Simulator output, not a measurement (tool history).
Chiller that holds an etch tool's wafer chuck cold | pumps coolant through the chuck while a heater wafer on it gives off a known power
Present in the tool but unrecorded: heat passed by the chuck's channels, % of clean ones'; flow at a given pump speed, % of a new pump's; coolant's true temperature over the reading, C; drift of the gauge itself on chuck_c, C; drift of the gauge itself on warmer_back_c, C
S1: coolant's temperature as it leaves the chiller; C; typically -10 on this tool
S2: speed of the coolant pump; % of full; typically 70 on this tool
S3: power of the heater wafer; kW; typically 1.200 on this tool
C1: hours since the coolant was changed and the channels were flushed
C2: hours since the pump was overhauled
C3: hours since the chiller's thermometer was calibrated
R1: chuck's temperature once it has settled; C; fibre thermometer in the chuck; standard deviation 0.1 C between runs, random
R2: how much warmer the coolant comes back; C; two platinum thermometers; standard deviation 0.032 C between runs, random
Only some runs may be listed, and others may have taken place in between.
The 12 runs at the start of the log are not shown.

run 13 hour=1247.7 | S1=-10 S2=70 S3=1.481 | C1=6264 C2=2721 C3=2721 | R1=2.7 R2=4.24
run 14 hour=1373.7 | S1=-10 S2=70 S3=1.481 | C1=6390 C2=2847 C3=2847 | R1=2.4 R2=4.33
run 15 hour=1474.7 | S1=-10 S2=70 S3=1.481 | C1=6491 C2=2948 C3=2948 | R1=2.4 R2=4.37
run 16 hour=1586.4 | S1=-10 S2=70 S3=1.200 | C1=6602 C2=3060 C3=3060 | R1=0.1 R2=3.49
run 17 hour=1664.7 | S1=-10 S2=70 S3=1.200 | C1=6681 C2=3138 C3=3138 | R1=0.3 R2=3.57
run 18 hour=1764.3 | S1=-16 S2=70 S3=0.746 | C1=6780 C2=3237 C3=3237 | R1=-9.7 R2=2.26
run 19 hour=1836.6 | S1=-13 S2=70 S3=0.631 | C1=6853 C2=3310 C3=3310 | R1=-7.9 R2=1.89
run 20 hour=1938.1 | S1=-13 S2=70 S3=0.631 | C1=6954 C2=3411 C3=3411 | R1=-7.6 R2=1.95
run 21 hour=2057.0 | S1=-13 S2=70 S3=0.631 | C1=7073 C2=3530 C3=3530 | R1=-7.5 R2=1.88
run 22 hour=2143.5 | S1=-8 S2=73 S3=1.200 | C1=7160 C2=3617 C3=3617 | R1=1.8 R2=3.41
run 23 hour=2278.9 | S1=-8 S2=73 S3=1.200 | C1=7295 C2=3752 C3=3752 | R1=1.6 R2=3.44
run 24 hour=2340.3 | S1=-8 S2=73 S3=1.200 | C1=7356 C2=3813 C3=3813 | R1=1.9 R2=3.43
-- hour=2368.3 gauge calibrated
run 25 hour=2419.6 | S1=-8 S2=73 S3=1.200 | C1=7436 C2=3893 C3=3893 | R1=1.6 R2=3.25
run 26 hour=2505.3 | S1=-10 S2=89 S3=1.021 | C1=7521 C2=3978 C3=3978 | R1=-2.8 R2=2.23
run 27 hour=2629.1 | S1=-10 S2=64 S3=1.660 | C1=7645 C2=4102 C3=4102 | R1=5.0 R2=5.23
run 28 hour=2757.0 | S1=-10 S2=88 S3=1.117 | C1=7773 C2=4230 C3=4230 | R1=-2.3 R2=2.45
-- hour=2832.2 chiller's thermometer calibrated
run 29 hour=2884.3 | S1=-14 S2=88 S3=1.117 | C1=7899 C2=4356 C3=52 | R1=-6.2 R2=2.49
run 30 hour=2974.1 | S1=-3 S2=61 S3=1.200 | C1=7989 C2=4446 C3=142 | R1=8.4 R2=3.93
run 31 hour=3109.8 | S1=-3 S2=63 S3=1.200 | C1=8125 C2=4582 C3=278 | R1=7.9 R2=3.88

What if the next run were any one of these 3? Each begins from the tool's condition after run 31:
run A hour=3239.3 | S1=-3 S2=80 S3=1.200 | C1=8254 C2=4711 C3=407 | R1=? R2=?
run B hour=3239.3 | S1=-10 S2=86 S3=1.200 | C1=8254 C2=4711 C3=407 | R1=? R2=?
run C hour=3239.3 | S1=-13 S2=70 S3=1.146 | C1=8254 C2=4711 C3=407 | R1=? R2=?

run=A R1=5.9 R2=3.01
run=B R1=-1.3 R2=2.73
run=C R1=-3.3 R2=3.30
With the hidden condition removed and each run's random variation left untouched, the same runs would have given:
run=A R1=5.9 R2=2.94
run=B R1=-1.3 R2=2.65
run=C R1=-3.4 R2=3.23
